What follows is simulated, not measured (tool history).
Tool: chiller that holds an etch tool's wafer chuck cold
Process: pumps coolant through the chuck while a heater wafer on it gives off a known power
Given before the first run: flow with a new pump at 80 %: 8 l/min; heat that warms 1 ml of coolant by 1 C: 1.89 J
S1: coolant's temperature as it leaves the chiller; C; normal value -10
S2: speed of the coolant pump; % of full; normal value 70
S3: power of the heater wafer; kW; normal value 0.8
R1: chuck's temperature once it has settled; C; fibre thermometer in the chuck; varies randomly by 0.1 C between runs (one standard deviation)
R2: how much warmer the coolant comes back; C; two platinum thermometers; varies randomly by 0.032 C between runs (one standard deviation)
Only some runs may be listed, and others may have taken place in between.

{"run": 1, "day": 0.0, "S1": -10, "S2": 70, "S3": 0.8, "R1": -2.9, "R2": 3.64}
{"run": 2, "day": 1.142, "S1": -10, "S2": 70, "S3": 0.8, "R1": -2.9, "R2": 3.69}
{"run": 3, "day": 1.738, "S1": -10, "S2": 70, "S3": 0.8, "R1": -2.9, "R2": 3.6}
{"run": 4, "day": 2.488, "S1": -10, "S2": 70, "S3": 0.8, "R1": -3, "R2": 3.64}
{"run": 5, "day": 3.242, "S1": -10, "S2": 70, "S3": 0.8, "R1": -3, "R2": 3.66}
{"run": 6, "day": 4.396, "S1": -10, "S2": 70, "S3": 0.8, "R1": -2.7, "R2": 3.61}
{"run": 7, "day": 5.117, "S1": -10, "S2": 70, "S3": 0.8, "R1": -3, "R2": 3.63}
{"run": 8, "day": 6.138, "S1": -10, "S2": 100, "S3": 0.8, "R1": -4.8, "R2": 2.51}
{"run": 9, "day": 6.658, "S1": -10, "S2": 94, "S3": 0.8, "R1": -4.5, "R2": 2.69}
{"run": 10, "day": 7.404, "S1": -10, "S2": 94, "S3": 0.8, "R1": -4.4, "R2": 2.7}
{"run": 11, "day": 8.567, "S1": -10, "S2": 94, "S3": 0.8, "R1": -4.5, "R2": 2.65}
{"run": 12, "day": 9.629, "S1": -10, "S2": 94, "S3": 0.8, "R1": -4.6, "R2": 2.73}
{"run": 13, "day": 10.7, "S1": -10, "S2": 94, "S3": 0.8, "R1": -4.6, "R2": 2.68}
{"run": 14, "day": 11.333, "S1": -10, "S2": 94, "S3": 0.8, "R1": -4.7, "R2": 2.64}
{"run": 15, "day": 12.554, "S1": -10, "S2": 94, "S3": 0.8, "R1": -4.5, "R2": 2.69}
{"run": 16, "day": 13.579, "S1": -10, "S2": 94, "S3": 0.8, "R1": -4.4, "R2": 2.73}
{"run": 17, "day": 14.692, "S1": -10, "S2": 94, "S3": 0.8, "R1": -4.4, "R2": 2.66}
{"run": 18, "day": 15.288, "S1": -10, "S2": 94, "S3": 0.8, "R1": -4.4, "R2": 2.68}
{"run": 19, "day": 16.454, "S1": -10, "S2": 94, "S3": 1.17, "R1": -1.7, "R2": 3.92}
{"day": 17.6, "done": "chiller's thermometer calibrated"}
{"run": 20, "day": 17.762, "S1": -10, "S2": 92, "S3": 0.492, "R1": -6.2, "R2": 1.64}
{"run": 21, "day": 18.362, "S1": -18, "S2": 92, "S3": 0.957, "R1": -10.7, "R2": 3.29}
{"run": 22, "day": 19.112, "S1": -18, "S2": 78, "S3": 1.101, "R1": -8.5, "R2": 4.5}
{"run": 23, "day": 19.746, "S1": -10, "S2": 73, "S3": 0.8, "R1": -2.7, "R2": 3.54}
{"run": 24, "day": 20.488, "S1": -12, "S2": 75, "S3": 0.803, "R1": -4.6, "R2": 3.35}
{"run": 25, "day": 21.358, "S1": -12, "S2": 81, "S3": 0.602, "R1": -6.8, "R2": 2.32}
{"run": 26, "day": 21.879, "S1": -11, "S2": 88, "S3": 0.467, "R1": -7.3, "R2": 1.64}
{"run": 27, "day": 22.462, "S1": -11, "S2": 88, "S3": 0.467, "R1": -7.1, "R2": 1.68}
{"run": 28, "day": 23.054, "S1": -11, "S2": 62, "S3": 0.593, "R1": -4.7, "R2": 3.11}
{"run": 29, "day": 23.921, "S1": -12, "S2": 93, "S3": 0.96, "R1": -4.8, "R2": 3.26}
{"run": 30, "day": 25.108, "S1": -3, "S2": 92, "S3": 0.8, "R1": 3, "R2": 2.75}
{"run": 31, "day": 26.221, "S1": -1, "S2": 70, "S3": 0.939, "R1": 7.9, "R2": 4.34}

Here are 4 independent what-if runs from the current tool condition. What would each one return?
{"run": "A", "day": 27.421, "S1": -10, "S2": 70, "S3": 1.122, "R1": "?", "R2": "?"}
{"run": "B", "day": 27.421, "S1": -6, "S2": 70, "S3": 0.8, "R1": "?", "R2": "?"}
{"run": "C", "day": 27.421, "S1": -13, "S2": 70, "S3": 1.132, "R1": "?", "R2": "?"}
{"run": "D", "day": 27.421, "S1": -10, "S2": 74, "S3": 1.157, "R1": "?", "R2": "?"}

run=A R1=0.7 R2=5.14
run=B R1=1.6 R2=3.62
run=C R1=-2.3 R2=5.11
run=D R1=0.4 R2=5.04
Had the tool no hidden state, the same runs would have come out as:
run=A R1=-0.6 R2=5.12
run=B R1=0.7 R2=3.6
run=C R1=-3.6 R2=5.08
run=D R1=-0.9 R2=5.02
